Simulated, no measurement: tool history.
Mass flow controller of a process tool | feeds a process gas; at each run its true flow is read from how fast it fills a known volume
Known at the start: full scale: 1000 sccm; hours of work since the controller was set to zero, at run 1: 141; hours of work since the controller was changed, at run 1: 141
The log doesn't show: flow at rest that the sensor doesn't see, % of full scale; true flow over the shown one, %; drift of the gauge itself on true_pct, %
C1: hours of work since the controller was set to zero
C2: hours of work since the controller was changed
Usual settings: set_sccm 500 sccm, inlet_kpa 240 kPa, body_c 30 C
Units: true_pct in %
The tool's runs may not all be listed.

run 1 hour=0.0 | set_sccm=500 inlet_kpa=240 body_c=30 | C1=141 C2=141 | true_pct=99.50
run 2 hour=61.5 | set_sccm=641 inlet_kpa=240 body_c=30 | C1=186 C2=186 | true_pct=99.64
run 3 hour=93.2 | set_sccm=641 inlet_kpa=240 body_c=30 | C1=210 C2=210 | true_pct=99.72
run 4 hour=149.7 | set_sccm=641 inlet_kpa=240 body_c=30 | C1=251 C2=251 | true_pct=99.68
run 5 hour=196.7 | set_sccm=371 inlet_kpa=240 body_c=30 | C1=286 C2=286 | true_pct=99.28
run 6 hour=263.6 | set_sccm=371 inlet_kpa=240 body_c=30 | C1=335 C2=335 | true_pct=99.21
run 7 hour=304.3 | set_sccm=500 inlet_kpa=240 body_c=30 | C1=365 C2=365 | true_pct=99.52
run 8 hour=366.7 | set_sccm=500 inlet_kpa=240 body_c=25 | C1=410 C2=410 | true_pct=99.34
run 9 hour=420.2 | set_sccm=500 inlet_kpa=240 body_c=25 | C1=450 C2=450 | true_pct=99.32
run 10 hour=489.8 | set_sccm=500 inlet_kpa=240 body_c=30 | C1=501 C2=501 | true_pct=99.70
run 11 hour=527.4 | set_sccm=500 inlet_kpa=240 body_c=30 | C1=528 C2=528 | true_pct=99.71
run 12 hour=565.3 | set_sccm=500 inlet_kpa=240 body_c=30 | C1=556 C2=556 | true_pct=99.63
run 13 hour=619.0 | set_sccm=500 inlet_kpa=240 body_c=30 | C1=596 C2=596 | true_pct=99.48
run 14 hour=653.3 | set_sccm=500 inlet_kpa=240 body_c=20 | C1=621 C2=621 | true_pct=99.13
run 15 hour=711.9 | set_sccm=500 inlet_kpa=240 body_c=21 | C1=664 C2=664 | true_pct=99.22
run 16 hour=746.8 | set_sccm=500 inlet_kpa=240 body_c=21 | C1=689 C2=689 | true_pct=99.05
run 17 hour=784.5 | set_sccm=500 inlet_kpa=240 body_c=21 | C1=717 C2=717 | true_pct=99.22
run 18 hour=860.2 | set_sccm=500 inlet_kpa=240 body_c=30 | C1=773 C2=773 | true_pct=99.45
run 19 hour=916.1 | set_sccm=401 inlet_kpa=240 body_c=30 | C1=814 C2=814 | true_pct=99.60
run 20 hour=990.0 | set_sccm=395 inlet_kpa=240 body_c=30 | C1=868 C2=868 | true_pct=99.47
run 21 hour=1033.2 | set_sccm=395 inlet_kpa=240 body_c=30 | C1=900 C2=900 | true_pct=99.56
run 22 hour=1095.8 | set_sccm=500 inlet_kpa=240 body_c=30 | C1=946 C2=946 | true_pct=99.56
run 23 hour=1150.3 | set_sccm=500 inlet_kpa=240 body_c=30 | C1=986 C2=986 | true_pct=99.66
run 24 hour=1201.4 | set_sccm=127 inlet_kpa=240 body_c=34 | C1=1023 C2=1023 | true_pct=99.79
run 25 hour=1261.1 | set_sccm=643 inlet_kpa=240 body_c=30 | C1=1067 C2=1067 | true_pct=99.92
run 26 hour=1315.8 | set_sccm=352 inlet_kpa=273 body_c=26 | C1=1107 C2=1107 | true_pct=99.34
run 27 hour=1348.8 | set_sccm=531 inlet_kpa=276 body_c=30 | C1=1131 C2=1131 | true_pct=99.92
run 28 hour=1415.3 | set_sccm=500 inlet_kpa=240 body_c=20 | C1=1180 C2=1180 | true_pct=99.30
run 29 hour=1489.0 | set_sccm=500 inlet_kpa=240 body_c=20 | C1=1234 C2=1234 | true_pct=99.31
run 30 hour=1533.1 | set_sccm=500 inlet_kpa=240 body_c=20 | C1=1267 C2=1267 | true_pct=99.36
run 31 hour=1572.9 | set_sccm=248 inlet_kpa=143 body_c=38 | C1=1296 C2=1296 | true_pct=99.59
run 32 hour=1640.2 | set_sccm=248 inlet_kpa=143 body_c=38 | C1=1345 C2=1345 | true_pct=99.61
run 33 hour=1683.6 | set_sccm=248 inlet_kpa=199 body_c=30 | C1=1377 C2=1377 | true_pct=99.55
run 34 hour=1744.5 | set_sccm=248 inlet_kpa=199 body_c=30 | C1=1422 C2=1422 | true_pct=99.48
run 35 hour=1812.1 | set_sccm=248 inlet_kpa=165 body_c=30 | C1=1471 C2=1471 | true_pct=99.34
run 36 hour=1868.6 | set_sccm=127 inlet_kpa=254 body_c=30 | C1=1513 C2=1513 | true_pct=99.95
run 37 hour=1914.6 | set_sccm=500 inlet_kpa=187 body_c=38 | C1=1547 C2=1547 | true_pct=100.07
run 38 hour=1959.7 | set_sccm=211 inlet_kpa=157 body_c=38 | C1=1580 C2=1580 | true_pct=99.80
run 39 hour=1997.4 | set_sccm=127 inlet_kpa=265 body_c=30 | C1=1607 C2=1607 | true_pct=99.85
run 40 hour=2036.5 | set_sccm=127 inlet_kpa=265 body_c=30 | C1=1636 C2=1636 | true_pct=100.01
run 41 hour=2103.1 | set_sccm=288 inlet_kpa=240 body_c=27 | C1=1685 C2=1685 | true_pct=99.54
run 42 hour=2138.6 | set_sccm=288 inlet_kpa=240 body_c=27 | C1=1711 C2=1711 | true_pct=99.52
run 43 hour=2185.6 | set_sccm=412 inlet_kpa=171 body_c=34 | C1=1746 C2=1746 | true_pct=99.85

Forecast run 44:
run 44 hour=2217.7 | set_sccm=783 inlet_kpa=171 body_c=34 | C1=1769 C2=1769 | true_pct=?

{"run 44": {"true_pct": 100.41}}
Without the tool's hidden state the same run would have given true_pct 100.00 %.
